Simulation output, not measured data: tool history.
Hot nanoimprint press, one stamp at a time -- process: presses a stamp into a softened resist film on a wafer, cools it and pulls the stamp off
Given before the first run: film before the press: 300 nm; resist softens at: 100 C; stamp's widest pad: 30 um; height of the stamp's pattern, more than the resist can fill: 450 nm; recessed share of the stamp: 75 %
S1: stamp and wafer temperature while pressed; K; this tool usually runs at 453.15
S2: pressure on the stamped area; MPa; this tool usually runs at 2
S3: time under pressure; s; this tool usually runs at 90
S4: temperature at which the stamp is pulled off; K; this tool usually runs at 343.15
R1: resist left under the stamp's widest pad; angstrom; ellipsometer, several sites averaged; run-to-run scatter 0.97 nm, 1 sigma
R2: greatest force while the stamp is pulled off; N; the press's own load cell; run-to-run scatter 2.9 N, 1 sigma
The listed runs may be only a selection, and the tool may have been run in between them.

run,hour,S1,S2,S3,S4,R1,R2
1,0,453.15,2,90,343.15,1694,134
2,38.1,453.15,2,90,343.15,1688,139
3,80.3,451.15,2,90,343.15,1817,134
4,100.9,451.15,2,90,343.15,1820,132
5,119.8,453.15,2,90,343.15,1699,136
6,158.1,453.15,2,90,343.15,1690,137
7,192.4,454.15,2,90,343.15,1637,134
8,229.9,454.15,2,90,343.15,1649,140
9,262,454.15,2,90,343.15,1623,143
10,292,453.15,1.76,90,343.15,1819,136
11,321.3,453.15,1.76,156,343.15,1520,137
12,343.7,453.15,2,80,332.15,1766,148
13,369.8,464.15,2.01,149,343.15,939,131
14,397.3,450.15,2.92,178,348.15,1263,137
15,428,450.15,2.92,178,344.15,1261,139

Put back what was entered between runs (2 entries, withheld): which listed runs does each sit between, and how does the hidden state differ from the listed run before to the listed run after?
After run 2, before run 3: stamp cleaned and given a new release coat (hour 53.7)
  grip of the stamp's worn release coat, % over a new coat's: 1.4 -> 0.1
After run 10, before run 11: plate thermocouple calibrated (hour 309.1)
  true temperature over the reading, C: 0.02 -> 0; grip of the stamp's worn release coat, % over a new coat's: 0.8 -> 0.9
